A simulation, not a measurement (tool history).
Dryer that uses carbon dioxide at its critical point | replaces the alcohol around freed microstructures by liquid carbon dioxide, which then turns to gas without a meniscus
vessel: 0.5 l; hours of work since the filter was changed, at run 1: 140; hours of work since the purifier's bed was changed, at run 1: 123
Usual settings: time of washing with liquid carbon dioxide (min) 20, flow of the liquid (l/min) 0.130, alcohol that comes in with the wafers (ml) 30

| run | day | time of washing with liquid carbon dioxide (min) | flow of the liquid (l/min) | alcohol that comes in with the wafers (ml) | hours of work since the filter was changed | hours of work since the purifier's bed was changed | alcohol left in the vessel before it's heated (ppm by volume) |
|---|---|---|---|---|---|---|---|
| 1 | 0.000 | 20 | 0.130 | 30 | 140 | 123 | 1973 |
| 2 | 0.288 | 20 | 0.130 | 30 | 145 | 129 | 1966 |
| 3 | 0.533 | 20 | 0.130 | 30 | 149 | 133 | 1961 |
| 4 | 0.842 | 20 | 0.092 | 30 | 155 | 139 | 5888 |
| 5 | 1.050 | 19 | 0.130 | 30 | 159 | 142 | 2419 |
| 6 | 1.521 | 13 | 0.130 | 30 | 167 | 151 | 6737 |
| 7 | 1.900 | 20 | 0.130 | 30 | 174 | 158 | 2177 |
| 8 | 2.288 | 20 | 0.130 | 30 | 181 | 165 | 2119 |
| 9 | 2.638 | 20 | 0.130 | 30 | 188 | 171 | 2200 |
| 10 | 2.958 | 20 | 0.130 | 30 | 193 | 177 | 2346 |
| 11 | 3.362 | 17 | 0.130 | 30 | 201 | 184 | 3706 |
|  | 3.833 | inlet filter changed |
| 12 | 3.833 | 17 | 0.130 | 117 | 0 | 192 | 8803 |
| 13 | 4.038 | 18 | 0.130 | 30 | 4 | 196 | 1911 |
| 14 | 4.379 | 18 | 0.130 | 30 | 10 | 202 | 1925 |
| 15 | 4.667 | 18 | 0.130 | 30 | 15 | 207 | 1958 |
| 16 | 5.121 | 20 | 0.130 | 30 | 23 | 216 | 1414 |
| 17 | 5.542 | 20 | 0.130 | 110 | 31 | 223 | 5019 |
| 18 | 5.867 | 13 | 0.130 | 30 | 37 | 229 | 5310 |
| 19 | 6.133 | 13 | 0.130 | 30 | 42 | 234 | 5349 |
| 20 | 6.367 | 20 | 0.130 | 30 | 46 | 238 | 1454 |
| 21 | 6.704 | 20 | 0.130 | 30 | 52 | 244 | 1492 |
| 22 | 6.929 | 20 | 0.130 | 30 | 56 | 248 | 1537 |
| 23 | 7.283 | 20 | 0.130 | 30 | 63 | 255 | 1541 |
| 24 | 7.646 | 20 | 0.130 | 30 | 69 | 261 | 1549 |
| 25 | 8.096 | 14 | 0.206 | 30 | 77 | 270 | 990 |
| 26 | 8.312 | 20 | 0.196 | 22 | 81 | 274 | 187 |
| 27 | 8.588 | 13 | 0.162 | 52 | 86 | 279 | 5395 |
| 28 | 9.021 | 27 | 0.098 | 55 | 94 | 286 | 3033 |
| 29 | 9.454 | 27 | 0.098 | 55 | 102 | 294 | 3180 |
| 30 | 9.812 | 13 | 0.098 | 36 | 109 | 301 | 13343 |
| 31 | 10.233 | 13 | 0.098 | 78 | 116 | 308 | 28570 |
| 32 | 10.483 | 13 | 0.098 | 78 | 121 | 313 | 28759 |
| 33 | 10.812 | 13 | 0.098 | 78 | 127 | 319 | 28179 |
| 34 | 11.012 | 13 | 0.098 | 78 | 130 | 323 | 28856 |
| 35 | 11.483 | 13 | 0.124 | 78 | 139 | 331 | 18393 |
| 36 | 11.758 | 23 | 0.177 | 78 | 144 | 336 | 675 |
| 37 | 12.146 | 23 | 0.177 | 78 | 151 | 343 | 694 |
| 38 | 12.354 | 23 | 0.177 | 78 | 155 | 347 | 706 |
| 39 | 12.558 | 13 | 0.177 | 25 | 159 | 351 | 2420 |
| 40 | 12.975 | 13 | 0.177 | 25 | 166 | 358 | 2390 |
| 41 | 13.242 | 18 | 0.180 | 24 | 171 | 363 | 688 |

The next listed run, before its measurement:
| 42 | 13.596 | 18 | 0.180 | 24 | 177 | 370 | ? |

alcohol left in the vessel before it's heated (ppm by volume): 706
Without the tool's hidden state the same run would have given alcohol left in the vessel before it's heated (ppm by volume) 355.
